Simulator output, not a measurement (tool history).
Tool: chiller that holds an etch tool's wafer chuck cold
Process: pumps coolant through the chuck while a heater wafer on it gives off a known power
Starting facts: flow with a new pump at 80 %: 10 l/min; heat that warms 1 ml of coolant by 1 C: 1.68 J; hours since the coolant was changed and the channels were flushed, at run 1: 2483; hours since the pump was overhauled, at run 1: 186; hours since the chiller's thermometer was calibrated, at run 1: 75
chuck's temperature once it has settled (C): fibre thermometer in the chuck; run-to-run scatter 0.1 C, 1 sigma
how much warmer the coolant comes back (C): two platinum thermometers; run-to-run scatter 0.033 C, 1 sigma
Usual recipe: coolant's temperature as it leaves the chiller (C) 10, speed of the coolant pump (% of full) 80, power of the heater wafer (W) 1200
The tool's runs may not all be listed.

run	hour	coolant's temperature as it leaves the chiller (C)	speed of the coolant pump (% of full)	power of the heater wafer (W)	hours since the coolant was changed and the channels were flushed	hours since the pump was overhauled	hours since the chiller's thermometer was calibrated	chuck's temperature once it has settled (C)	how much warmer the coolant comes back (C)
1	0.0	10	80	1200	2483	186	75	24.4	4.28
2	43.2	10	80	1200	2527	229	118	24.3	4.31
3	69.7	10	80	1200	2553	255	145	24.5	4.37
4	88.9	10	80	1200	2572	274	164	24.4	4.32
5	114.4	10	80	1200	2598	300	189	24.5	4.27
6	140.5	10	65	1200	2624	326	216	26.3	5.32
7	160.9	8	80	1200	2644	346	236	22.6	4.32
8	186.0	13	80	1200	2669	372	261	27.6	4.34
9	229.5	10	74	1200	2713	415	304	25.2	4.72
10	251.4	10	74	1200	2735	437	326	25.2	4.68
11	272.6	10	74	1200	2756	458	348	25.4	4.68
12	299.7	10	74	1200	2783	485	375	25.5	4.71
13	326.9	10	80	1200	2810	512	402	24.6	4.35
14	362.7	16	80	1200	2846	548	438	30.7	4.30
15	388.1	10	80	863	2871	574	463	20.5	3.09
16	407.4	10	80	863	2891	593	482	20.5	3.18
17	438.4	8	72	1200	2922	624	513	23.9	4.84
# hour 447.3: coolant pump overhauled
18	463.9	8	72	1200	2942	17	534	23.9	4.95
19	508.3	10	71	893	2987	61	578	21.8	3.68
20	540.8	10	71	893	3019	93	611	22.0	3.69
21	567.6	2	93	1497	3046	120	638	19.0	4.65
22	605.7	2	93	1497	3084	158	676	19.3	4.71
23	637.6	10	75	1200	3116	190	708	25.6	4.64
24	667.6	10	81	1498	3146	220	738	28.6	5.41
# hour 674.7: coolant pump overhauled, once more
25	691.9	10	81	1498	3165	17	757	28.4	5.28
26	726.1	10	81	1498	3199	51	791	28.4	5.27
27	770.8	10	74	1668	3244	96	836	31.6	6.43
28	809.3	10	74	1668	3283	135	874	31.8	6.45
29	849.0	10	80	849	3322	174	914	20.5	3.05
30	890.3	10	80	849	3364	216	955	20.5	3.07
31	922.4	10	80	849	3396	248	987	20.5	3.03

Below, some changes in chuck's temperature once it has settled (C) between adjacent runs. For each, the amount present without the hidden state too (settings, incoming material, random variation) and the amount remaining for the hidden state with gauge scatter not shared by both compared results:
Hidden state at play: heat passed by the chuck's channels, % of clean ones'; flow at a given pump speed, % of a new pump's; coolant's true temperature over the reading, C; drift of the gauge itself on chuck_c, C; drift of the gauge itself on warmer_back_c, C.
Run 14 -> 15: coolant's temperature as it leaves the chiller (C) 16 -> 10, power of the heater wafer (W) 1200 -> 863. chuck's temperature once it has settled (C) -10.2: hidden state -0.6, all else -9.6.
Run 16 -> 17: coolant's temperature as it leaves the chiller (C) 10 -> 8, speed of the coolant pump (% of full) 80 -> 72, power of the heater wafer (W) 863 -> 1200. chuck's temperature once it has settled (C) +3.4: hidden state +0.7, all else +2.7.
Run 20 -> 21: coolant's temperature as it leaves the chiller (C) 10 -> 2, speed of the coolant pump (% of full) 71 -> 93, power of the heater wafer (W) 893 -> 1497. chuck's temperature once it has settled (C) -3.0: hidden state +0.9, all else -3.9.
Run 22 -> 23: coolant's temperature as it leaves the chiller (C) 2 -> 10, speed of the coolant pump (% of full) 93 -> 75, power of the heater wafer (W) 1497 -> 1200. chuck's temperature once it has settled (C) +6.3: hidden state -0.3, all else +6.6.
Run 28 -> 29: speed of the coolant pump (% of full) 74 -> 80, power of the heater wafer (W) 1668 -> 849. chuck's temperature once it has settled (C) -11.3: hidden state -1.9, all else -9.4.
